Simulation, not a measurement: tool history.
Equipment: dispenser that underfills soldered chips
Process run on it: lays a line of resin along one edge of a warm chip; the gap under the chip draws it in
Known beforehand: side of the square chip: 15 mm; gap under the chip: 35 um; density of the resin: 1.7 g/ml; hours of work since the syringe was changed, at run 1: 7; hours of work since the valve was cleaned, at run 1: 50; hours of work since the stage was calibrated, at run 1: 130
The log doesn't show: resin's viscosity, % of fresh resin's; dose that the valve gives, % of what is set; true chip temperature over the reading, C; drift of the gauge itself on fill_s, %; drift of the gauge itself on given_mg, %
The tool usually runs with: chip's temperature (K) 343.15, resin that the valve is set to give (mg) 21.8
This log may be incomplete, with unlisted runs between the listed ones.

| run | hour | chip's temperature (K) | resin that the valve is set to give (mg) | hours of work since the syringe was changed | hours of work since the valve was cleaned | hours of work since the stage was calibrated | time until the resin shows at the far edge (s) | resin that the valve gave (mg) |
|---|---|---|---|---|---|---|---|---|
| 1 | 0.0 | 343.15 | 21.8 | 7 | 50 | 130 | 271.0 | 21.29 |
|  | 2.6 | new syringe of resin |
| 2 | 4.1 | 343.15 | 21.8 | 1 | 52 | 133 | 173.0 | 21.03 |
| 3 | 6.7 | 343.15 | 21.8 | 3 | 54 | 135 | 198.7 | 21.18 |
|  | 11.7 | dispensing valve cleaned and set on the balance |
| 4 | 11.9 | 336.15 | 21.8 | 6 | 0 | 138 | 365.1 | 21.63 |
|  | 16.0 | new syringe of resin |
| 5 | 16.7 | 343.15 | 21.8 | 0 | 3 | 141 | 162.6 | 21.71 |
| 6 | 21.6 | 343.15 | 21.8 | 4 | 7 | 145 | 211.1 | 21.78 |
| 7 | 27.1 | 343.15 | 23.3 | 8 | 11 | 149 | 284.7 | 22.99 |
|  | 28.6 | new syringe of resin |
| 8 | 32.5 | 343.15 | 23.3 | 3 | 15 | 152 | 190.3 | 23.03 |
| 9 | 37.1 | 343.15 | 23.3 | 6 | 18 | 156 | 241.4 | 22.95 |
| 10 | 40.3 | 334.15 | 21.8 | 8 | 20 | 158 | 470.2 | 21.42 |
|  | 41.0 | new syringe of resin |
| 11 | 43.9 | 343.15 | 21.8 | 2 | 23 | 160 | 187.5 | 21.44 |
| 12 | 49.3 | 343.15 | 21.8 | 6 | 26 | 164 | 251.8 | 21.33 |
|  | 53.4 | new syringe of resin |
| 13 | 54.8 | 343.15 | 21.8 | 1 | 30 | 168 | 173.9 | 21.32 |
| 14 | 60.4 | 343.15 | 21.8 | 5 | 34 | 172 | 232.7 | 21.19 |
| 15 | 64.6 | 343.15 | 21.2 | 8 | 37 | 175 | 284.5 | 20.58 |
|  | 66.0 | new syringe of resin |
| 16 | 68.1 | 343.15 | 21.8 | 2 | 39 | 177 | 176.9 | 21.18 |
| 17 | 70.7 | 343.15 | 21.8 | 3 | 41 | 179 | 204.7 | 21.09 |
| 18 | 76.6 | 343.15 | 18.6 | 8 | 46 | 183 | 288.2 | 17.96 |
|  | 78.3 | new syringe of resin |
| 19 | 80.1 | 343.15 | 24.3 | 1 | 48 | 186 | 176.2 | 23.49 |
| 20 | 85.5 | 343.15 | 24.3 | 5 | 52 | 189 | 229.1 | 23.41 |
| 21 | 90.0 | 330.15 | 24.1 | 8 | 55 | 193 | 604.8 | 23.24 |
|  | 90.7 | new syringe of resin |
|  | 94.1 | dispensing valve cleaned and set on the balance |
| 22 | 95.1 | 357.15 | 21.1 | 2 | 1 | 195 | 91.2 | 21.15 |
| 23 | 97.9 | 346.15 | 21.1 | 4 | 3 | 197 | 186.2 | 21.02 |
| 24 | 101.6 | 331.15 | 18.9 | 7 | 5 | 200 | 536.3 | 18.80 |
|  | 104.0 | new syringe of resin |
| 25 | 105.7 | 343.15 | 24.8 | 1 | 8 | 203 | 171.1 | 24.66 |
| 26 | 111.8 | 343.15 | 19.5 | 6 | 12 | 207 | 241.8 | 19.34 |
|  | 116.4 | new syringe of resin |
| 27 | 116.4 | 343.15 | 19.5 | 0 | 16 | 210 | 161.0 | 19.35 |
| 28 | 121.5 | 343.15 | 18.9 | 4 | 19 | 214 | 208.1 | 18.61 |
| 29 | 127.5 | 343.15 | 18.9 | 8 | 23 | 218 | 289.6 | 18.54 |
|  | 128.6 | new syringe of resin |
| 30 | 131.6 | 343.15 | 18.9 | 2 | 26 | 221 | 190.5 | 18.56 |
| 31 | 134.4 | 330.15 | 25.0 | 4 | 28 | 223 | 440.0 | 24.57 |
| 32 | 138.2 | 330.15 | 20.7 | 7 | 31 | 226 | 542.1 | 20.21 |
|  | 141.2 | new syringe of resin |
| 33 | 144.1 | 346.15 | 22.9 | 2 | 35 | 230 | 154.9 | 22.32 |
| 34 | 148.5 | 340.15 | 24.5 | 5 | 38 | 233 | 273.3 | 23.84 |
|  | 153.8 | new syringe of resin |
| 35 | 154.3 | 340.15 | 24.5 | 0 | 42 | 237 | 186.0 | 23.75 |

Each row is a separate what-if for the run after 35, all from the same tool condition, not one after another. Results?
| A | 157.1 | 350.15 | 20.8 | 2 | 44 | 239 | ? | ? |
| B | 157.1 | 346.15 | 22.6 | 2 | 44 | 239 | ? | ? |
| C | 157.1 | 339.15 | 21.8 | 2 | 44 | 239 | ? | ? |
| D | 157.1 | 343.15 | 24.8 | 2 | 44 | 239 | ? | ? |

| run | time until the resin shows at the far edge (s) | resin that the valve gave (mg) |
|---|---|---|
| A | 128.4 | 20.25 |
| B | 157.0 | 21.94 |
| C | 229.6 | 21.11 |
| D | 181.0 | 24.08 |
The same runs, with their run-to-run variation unchanged, on a tool lacking any hidden condition would have given:
| run | time until the resin shows at the far edge (s) | resin that the valve gave (mg) |
|---|---|---|
| A | 114.4 | 20.89 |
| B | 140.3 | 22.63 |
| C | 205.6 | 21.78 |
| D | 162.0 | 24.84 |
